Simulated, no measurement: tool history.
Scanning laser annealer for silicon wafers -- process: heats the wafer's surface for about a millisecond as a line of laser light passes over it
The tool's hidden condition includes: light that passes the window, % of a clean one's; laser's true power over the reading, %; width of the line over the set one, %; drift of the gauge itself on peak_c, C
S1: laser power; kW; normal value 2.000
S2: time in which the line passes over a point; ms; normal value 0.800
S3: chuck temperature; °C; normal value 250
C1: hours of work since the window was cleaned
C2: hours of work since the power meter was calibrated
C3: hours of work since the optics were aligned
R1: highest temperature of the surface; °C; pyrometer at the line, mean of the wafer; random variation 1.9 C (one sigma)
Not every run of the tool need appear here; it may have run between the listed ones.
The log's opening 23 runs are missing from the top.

run,hour,S1,S2,S3,C1,C2,C3,R1
24,509.2,1.950,0.906,222,119,487,188,1090
25,541.8,1.950,0.906,222,132,500,201,1091
26,570.7,2.169,0.772,259,144,512,213,1174
27,600.6,2.158,0.842,250,156,524,225,1204
28,633.2,1.852,0.759,237,169,537,238,965
29,654.9,1.920,0.589,222,178,546,247,880
30,669.2,2.081,0.622,250,184,551,253,1007
31,688.5,2.162,0.859,277,191,559,261,1251
32,718.9,2.155,0.862,237,204,572,273,1201
33,740.0,2.035,0.639,215,212,580,282,965
34,763.4,2.035,0.639,215,222,590,291,964
35,793.9,2.000,0.612,224,234,602,303,939
36,812.9,2.000,0.612,224,242,610,311,940
37,829.9,2.121,0.800,250,249,617,318,1157
38,854.0,2.000,0.800,284,259,626,328,1120
39,886.0,2.000,0.882,216,272,639,341,1103
40,911.0,1.789,0.775,218,282,649,351,925
41,931.6,2.177,0.800,289,290,658,359,1226

Predict the results of run 42:
42,959.8,2.177,0.800,289,301,669,371,?

R1: 1221 °C
On a tool with no hidden condition, and with the same random variation, this run would have come out at R1 1222 °C.
